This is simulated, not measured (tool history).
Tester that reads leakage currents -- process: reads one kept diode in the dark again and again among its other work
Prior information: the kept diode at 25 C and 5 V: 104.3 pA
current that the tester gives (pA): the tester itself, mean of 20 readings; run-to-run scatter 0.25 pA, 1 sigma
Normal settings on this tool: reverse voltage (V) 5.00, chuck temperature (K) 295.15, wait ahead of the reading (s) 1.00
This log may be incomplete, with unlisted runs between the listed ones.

run   hour  reverse voltage (V)  chuck temperature (K)  wait ahead of the reading (s)  current that the tester gives (pA)
  1    0.0                 5.00                 295.15                           1.00                               81.17
  2   63.9                 5.00                 295.15                           1.00                               80.99
  3  110.5                 5.00                 295.15                           1.00                               80.94
  4  188.5                 5.00                 295.15                           1.00                               81.26
  5  257.7                 5.00                 295.15                           1.00                               81.00
  6  304.4                 5.00                 295.15                           1.00                               81.09
  7  341.2                 5.00                 295.15                           1.00                               81.04
  8  404.7                 1.69                 329.15                           1.00                              603.63
  9  468.9                 1.69                 329.15                           1.00                              604.55
 10  533.9                 2.61                 318.15                           0.48                              344.12

Predict the results of run 11:
 11  571.3                16.87                 319.15                           0.67                                   ?

{"run 11": {"current that the tester gives (pA)": 1036.56}}
The same run, on a tool lacking any hidden state, would have yielded current that the tester gives (pA) 1072.74.

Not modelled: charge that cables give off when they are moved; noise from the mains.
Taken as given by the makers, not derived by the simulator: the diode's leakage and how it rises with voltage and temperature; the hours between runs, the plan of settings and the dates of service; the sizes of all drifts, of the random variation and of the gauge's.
